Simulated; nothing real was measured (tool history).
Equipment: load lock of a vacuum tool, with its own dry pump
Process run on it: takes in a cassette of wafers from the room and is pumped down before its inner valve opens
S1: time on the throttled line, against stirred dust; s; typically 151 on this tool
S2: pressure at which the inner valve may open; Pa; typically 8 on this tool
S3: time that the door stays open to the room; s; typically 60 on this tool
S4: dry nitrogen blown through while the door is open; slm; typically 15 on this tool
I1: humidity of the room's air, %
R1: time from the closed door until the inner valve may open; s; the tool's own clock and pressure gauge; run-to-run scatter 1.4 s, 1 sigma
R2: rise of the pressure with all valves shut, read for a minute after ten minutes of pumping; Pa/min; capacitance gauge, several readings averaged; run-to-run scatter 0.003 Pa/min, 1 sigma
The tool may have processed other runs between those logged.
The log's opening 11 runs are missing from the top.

{"run": 12, "day": 40.354, "S1": 238, "S2": 8, "S3": 60, "S4": 15, "I1": 40.5, "R1": 305.4, "R2": 0.028}
{"run": 13, "day": 43.929, "S1": 238, "S2": 8, "S3": 60, "S4": 15, "I1": 45.8, "R1": 304.9, "R2": 0.036}
{"run": 14, "day": 47.688, "S1": 238, "S2": 8, "S3": 60, "S4": 15, "I1": 44.4, "R1": 302.2, "R2": 0.03}
{"run": 15, "day": 51.862, "S1": 238, "S2": 8, "S3": 60, "S4": 15, "I1": 46.4, "R1": 306.8, "R2": 0.028}
{"run": 16, "day": 56.712, "S1": 238, "S2": 8, "S3": 60, "S4": 15, "I1": 49.9, "R1": 304.2, "R2": 0.033}
{"run": 17, "day": 60.912, "S1": 151, "S2": 8, "S3": 60, "S4": 5, "I1": 44.9, "R1": 226.6, "R2": 0.037}
{"run": 18, "day": 64.9, "S1": 151, "S2": 8, "S3": 60, "S4": 5, "I1": 44.8, "R1": 224.7, "R2": 0.041}
{"run": 19, "day": 67.229, "S1": 203, "S2": 8, "S3": 169, "S4": 9, "I1": 43.8, "R1": 271.3, "R2": 0.056}
{"run": 20, "day": 72.292, "S1": 104, "S2": 10, "S3": 182, "S4": 6, "I1": 45.2, "R1": 181.4, "R2": 0.062}
{"run": 21, "day": 74.746, "S1": 104, "S2": 10, "S3": 182, "S4": 6, "I1": 45.5, "R1": 179.7, "R2": 0.065}
{"run": 22, "day": 78.029, "S1": 196, "S2": 13, "S3": 71, "S4": 23, "I1": 46.8, "R1": 263.1, "R2": 0.031}
{"run": 23, "day": 83.075, "S1": 129, "S2": 15, "S3": 48, "S4": 6, "I1": 43.2, "R1": 196.9, "R2": 0.028}
{"run": 24, "day": 88.254, "S1": 155, "S2": 11, "S3": 48, "S4": 6, "I1": 43.8, "R1": 223.6, "R2": 0.036}
{"run": 25, "day": 92.904, "S1": 155, "S2": 11, "S3": 48, "S4": 6, "I1": 44.5, "R1": 227.3, "R2": 0.035}
{"run": 26, "day": 96.321, "S1": 151, "S2": 8, "S3": 40, "S4": 12, "I1": 45.2, "R1": 225.4, "R2": 0.025}
{"run": 27, "day": 101.262, "S1": 144, "S2": 8, "S3": 201, "S4": 14, "I1": 45.6, "R1": 219.1, "R2": 0.055}
{"run": 28, "day": 103.854, "S1": 151, "S2": 16, "S3": 60, "S4": 15, "I1": 44.4, "R1": 219.5, "R2": 0.03}
{"run": 29, "day": 108.362, "S1": 114, "S2": 13, "S3": 60, "S4": 15, "I1": 47.6, "R1": 188.4, "R2": 0.033}
{"run": 30, "day": 113.775, "S1": 114, "S2": 13, "S3": 60, "S4": 15, "I1": 48.3, "R1": 186.1, "R2": 0.032}
{"run": 31, "day": 116.846, "S1": 151, "S2": 12, "S3": 60, "S4": 7, "I1": 43, "R1": 221.4, "R2": 0.042}
{"run": 32, "day": 119.654, "S1": 151, "S2": 12, "S3": 60, "S4": 7, "I1": 43.3, "R1": 222.5, "R2": 0.038}
{"run": 33, "day": 122.617, "S1": 218, "S2": 11, "S3": 60, "S4": 6, "I1": 41.1, "R1": 283.5, "R2": 0.034}
{"run": 34, "day": 127.617, "S1": 252, "S2": 9, "S3": 60, "S4": 17, "I1": 43.1, "R1": 318.2, "R2": 0.029}
{"run": 35, "day": 131.658, "S1": 252, "S2": 9, "S3": 60, "S4": 17, "I1": 43.5, "R1": 313.9, "R2": 0.029}
{"run": 36, "day": 136.329, "S1": 252, "S2": 9, "S3": 224, "S4": 12, "I1": 45.1, "R1": 313.6, "R2": 0.061}

Each row is a separate what-if for the run after 36, all from the same tool condition, not one after another. Results?
{"run": "A", "day": 140.254, "S1": 261, "S2": 8, "S3": 60, "S4": 15, "I1": 46.7, "R1": "?", "R2": "?"}
{"run": "B", "day": 140.254, "S1": 151, "S2": 8, "S3": 60, "S4": 15, "I1": 45.6, "R1": "?", "R2": "?"}
{"run": "C", "day": 140.254, "S1": 252, "S2": 9, "S3": 212, "S4": 12, "I1": 45.5, "R1": "?", "R2": "?"}
{"run": "D", "day": 140.254, "S1": 208, "S2": 9, "S3": 128, "S4": 30, "I1": 44.9, "R1": "?", "R2": "?"}
{"run": "E", "day": 140.254, "S1": 252, "S2": 9, "S3": 106, "S4": 40, "I1": 45.7, "R1": "?", "R2": "?"}

run=A R1=329 R2=0.033
run=B R1=226.1 R2=0.028
run=C R1=317.8 R2=0.06
run=D R1=279.1 R2=0.025
run=E R1=315.5 R2=0.026
Without the tool's hidden state the same runs would have given:
run=A R1=328.9 R2=0.033
run=B R1=226 R2=0.028
run=C R1=317.7 R2=0.06
run=D R1=279 R2=0.025
run=E R1=315.4 R2=0.026
